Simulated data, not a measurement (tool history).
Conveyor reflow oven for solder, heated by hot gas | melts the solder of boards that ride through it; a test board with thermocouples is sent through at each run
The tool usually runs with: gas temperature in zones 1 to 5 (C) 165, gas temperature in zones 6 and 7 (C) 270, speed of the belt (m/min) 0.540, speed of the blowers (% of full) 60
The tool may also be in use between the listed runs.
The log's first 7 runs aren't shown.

| run | hour | gas temperature in zones 1 to 5 (C) | gas temperature in zones 6 and 7 (C) | speed of the belt (m/min) | speed of the blowers (% of full) | highest temperature of the board (C) | time above the solder's melting point (s) |
|---|---|---|---|---|---|---|---|
| 8 | 150.7 | 165 | 270 | 0.540 | 88 | 256.5 | 50.4 |
|  | 165.7 | flux residue cleaned out of gas plates and filters |
| 9 | 182.6 | 165 | 270 | 0.540 | 60 | 253.9 | 48.8 |
| 10 | 197.4 | 165 | 270 | 0.540 | 60 | 254.2 | 49.3 |
| 11 | 213.6 | 165 | 270 | 0.540 | 60 | 254.3 | 48.5 |
| 12 | 229.8 | 167 | 270 | 0.540 | 60 | 254.6 | 49.3 |
| 13 | 248.6 | 167 | 270 | 0.540 | 60 | 254.3 | 49.2 |
| 14 | 270.9 | 167 | 270 | 0.540 | 60 | 253.7 | 49.2 |
| 15 | 287.0 | 167 | 270 | 0.540 | 60 | 254.0 | 49.1 |
| 16 | 307.9 | 154 | 278 | 0.436 | 58 | 266.5 | 66.5 |
| 17 | 334.3 | 154 | 278 | 0.436 | 58 | 266.1 | 66.0 |
| 18 | 362.0 | 154 | 262 | 0.436 | 58 | 250.8 | 56.9 |
| 19 | 391.2 | 154 | 270 | 0.581 | 74 | 251.5 | 41.0 |
| 20 | 420.1 | 165 | 274 | 0.634 | 75 | 253.8 | 40.8 |
| 21 | 434.5 | 163 | 275 | 0.641 | 60 | 250.4 | 37.0 |
| 22 | 448.2 | 156 | 275 | 0.641 | 61 | 249.3 | 35.0 |
| 23 | 469.4 | 163 | 270 | 0.540 | 61 | 253.5 | 47.5 |
| 24 | 493.7 | 165 | 279 | 0.460 | 60 | 267.1 | 66.1 |
|  | 514.6 | flux residue cleaned out of gas plates and filters |
| 25 | 524.8 | 155 | 285 | 0.504 | 78 | 272.6 | 60.2 |
| 26 | 551.1 | 155 | 285 | 0.504 | 78 | 272.3 | 59.7 |
| 27 | 566.9 | 155 | 279 | 0.493 | 78 | 267.1 | 59.4 |
| 28 | 582.1 | 155 | 279 | 0.493 | 78 | 267.5 | 58.8 |
| 29 | 595.6 | 157 | 270 | 0.561 | 60 | 251.6 | 43.3 |
| 30 | 624.5 | 157 | 270 | 0.561 | 60 | 252.0 | 43.1 |

4 options for the next run, each taken on its own from the tool as it stands now. Forecast them:
| A | 644.9 | 159 | 270 | 0.443 | 60 | ? | ? |
| B | 644.9 | 151 | 262 | 0.540 | 60 | ? | ? |
| C | 644.9 | 157 | 261 | 0.453 | 77 | ? | ? |
| D | 644.9 | 157 | 270 | 0.469 | 60 | ? | ? |

| run | highest temperature of the board (C) | time above the solder's melting point (s) |
|---|---|---|
| A | 260.0 | 63.2 |
| B | 245.4 | 39.1 |
| C | 252.6 | 57.4 |
| D | 257.8 | 57.0 |
Had the tool no hidden state, the same runs would have come out as:
| run | highest temperature of the board (C) | time above the solder's melting point (s) |
|---|---|---|
| A | 258.6 | 62.2 |
| B | 244.2 | 38.1 |
| C | 251.3 | 56.4 |
| D | 256.4 | 56.0 |
